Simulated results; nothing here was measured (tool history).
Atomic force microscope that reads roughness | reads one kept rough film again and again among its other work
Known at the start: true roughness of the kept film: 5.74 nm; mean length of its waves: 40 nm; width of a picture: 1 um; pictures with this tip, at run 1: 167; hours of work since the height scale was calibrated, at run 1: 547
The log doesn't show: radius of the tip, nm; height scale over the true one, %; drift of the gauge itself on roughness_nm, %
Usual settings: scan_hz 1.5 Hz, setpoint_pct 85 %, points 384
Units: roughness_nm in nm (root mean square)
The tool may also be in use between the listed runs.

run,hour,scan_hz,setpoint_pct,points,pictures with this tip,hours of work since the height scale was calibrated,roughness_nm
1,0,1.5,85,384,167,547,4.1
2,16.8,1.5,85,384,184,558,4.066
3,47.4,1.5,85,294,216,578,3.971
# hour 58.7: new tip fitted
4,87.3,1.5,85,294,30,604,4.513
5,119.7,1.5,85,384,63,624,4.389
6,137.2,1.5,85,384,82,636,4.376
7,169.3,1.5,85,384,115,657,4.265
8,206.8,1.5,85,384,155,681,4.131
9,233.4,1.5,85,384,182,698,4.089
10,256.4,1.5,85,384,206,713,4.037
# hour 274.7: new tip fitted
11,287.8,3.3,85,384,14,733,4.224
12,327.3,3.3,85,805,55,758,4.136
13,366.2,3.3,85,805,96,783,4.013
14,398.2,1.5,65,525,129,804,4.553
15,415.1,1.5,65,525,147,815,4.464
16,432.6,1.5,65,525,165,826,4.415
17,453,1.5,76,384,187,840,4.262
18,481.5,1.5,64,355,217,858,4.256
# hour 485.5: height scale calibrated on a step standard
# hour 492.3: new tip fitted
19,514.6,3.94,61,384,24,19,4.664
20,542.9,1.77,67,300,53,37,4.6

Forecast run 21:
21,581.3,1.34,65,777,93,62,?

{"run 21": {"roughness_nm": 4.608}}
Without the tool's hidden state the same run would have given roughness_nm 4.901 nm (root mean square).
